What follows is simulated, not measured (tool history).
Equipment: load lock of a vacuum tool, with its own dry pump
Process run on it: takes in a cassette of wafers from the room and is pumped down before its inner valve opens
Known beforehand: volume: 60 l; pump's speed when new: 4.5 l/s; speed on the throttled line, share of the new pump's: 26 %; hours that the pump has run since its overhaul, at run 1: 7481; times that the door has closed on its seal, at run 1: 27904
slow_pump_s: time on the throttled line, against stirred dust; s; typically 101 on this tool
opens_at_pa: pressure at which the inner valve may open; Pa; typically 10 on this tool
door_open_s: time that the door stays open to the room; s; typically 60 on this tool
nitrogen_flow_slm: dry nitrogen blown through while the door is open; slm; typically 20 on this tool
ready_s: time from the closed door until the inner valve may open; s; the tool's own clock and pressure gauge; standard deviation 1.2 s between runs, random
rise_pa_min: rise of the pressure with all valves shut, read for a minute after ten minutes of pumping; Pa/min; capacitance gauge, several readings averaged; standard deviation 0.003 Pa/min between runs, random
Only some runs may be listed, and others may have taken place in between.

| run | day | slow_pump_s | opens_at_pa | door_open_s | nitrogen_flow_slm | hours that the pump has run since its overhaul | times that the door has closed on its seal | incoming humidity of the room's air, % | ready_s | rise_pa_min |
|---|---|---|---|---|---|---|---|---|---|---|
| 1 | 0 | 101 | 10 | 60 | 20 | 7481 | 27904 | 43.6 | 210.5 | 0.118 |
| 2 | 6.329 | 155 | 10 | 60 | 20 | 7633 | 28561 | 42.9 | 248.7 | 0.111 |
| 3 | 14.008 | 155 | 10 | 60 | 20 | 7817 | 29359 | 44.6 | 248.9 | 0.116 |
| 4 | 22.296 | 101 | 10 | 60 | 20 | 8016 | 30221 | 47.7 | 214.2 | 0.121 |
| 5 | 28.612 | 101 | 10 | 60 | 20 | 8167 | 30877 | 47.6 | 212.4 | 0.125 |
| 6 | 34.846 | 96 | 10 | 29 | 20 | 8317 | 31525 | 42.3 | 210.2 | 0.116 |

Forecast run 7:
| 7 | 38.638 | 96 | 10 | 29 | 20 | 8408 | 31919 | 45 | ? | ? |

{"run 7": {"ready_s": 209.4, "rise_pa_min": 0.115}}
On a tool with no hidden condition, and with the same random variation, this run would have come out at ready_s 193.9 s, rise_pa_min 0.028 Pa/min.

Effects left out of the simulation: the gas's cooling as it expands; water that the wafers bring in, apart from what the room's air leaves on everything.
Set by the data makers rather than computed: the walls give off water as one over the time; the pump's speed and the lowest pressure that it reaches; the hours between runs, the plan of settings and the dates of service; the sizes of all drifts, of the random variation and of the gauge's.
